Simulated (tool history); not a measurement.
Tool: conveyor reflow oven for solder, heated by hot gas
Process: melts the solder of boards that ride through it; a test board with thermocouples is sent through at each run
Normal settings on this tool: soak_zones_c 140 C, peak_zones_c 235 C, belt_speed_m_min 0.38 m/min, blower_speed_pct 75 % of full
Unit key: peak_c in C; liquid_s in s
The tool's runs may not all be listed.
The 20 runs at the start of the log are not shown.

run	hour	soak_zones_c	peak_zones_c	belt_speed_m_min	blower_speed_pct	peak_c	liquid_s
21	223.9	140	237	0.378	75	215.2	69.6
22	233.5	140	237	0.378	75	215.1	69.3
23	247.4	136	236	0.364	83	215.1	71.8
24	255.7	129	248	0.364	59	218.5	70.1
25	271.7	140	243	0.38	75	219.2	73.7
26	286.8	140	245	0.389	75	220.1	70.8
# hour 296.4: flux residue cleaned out of gas plates and filters
27	307.4	126	245	0.336	70	223.6	81.5
28	315.2	140	241	0.41	75	217.2	66.2
29	330.2	140	241	0.41	75	217.5	65.2
30	338.6	140	240	0.434	73	213	58.5

5 ways to go on from here, each from the tool as it stands after run 30. What would each give?
A	352.3	140	238	0.38	50	?	?
B	352.3	151	240	0.434	81	?	?
C	352.3	140	224	0.434	73	?	?
D	352.3	140	229	0.33	78	?	?
E	352.3	140	239	0.323	65	?	?

run	peak_c	liquid_s
A	209.9	61.9
B	217.9	66.9
C	200.5	43.2
D	214.2	80.6
E	221	89.3
With no hidden state in the tool, these same runs would have given:
run	peak_c	liquid_s
A	212.2	64.3
B	220.3	68.5
C	202.8	46.3
D	216.7	82.9
E	223.5	91.1

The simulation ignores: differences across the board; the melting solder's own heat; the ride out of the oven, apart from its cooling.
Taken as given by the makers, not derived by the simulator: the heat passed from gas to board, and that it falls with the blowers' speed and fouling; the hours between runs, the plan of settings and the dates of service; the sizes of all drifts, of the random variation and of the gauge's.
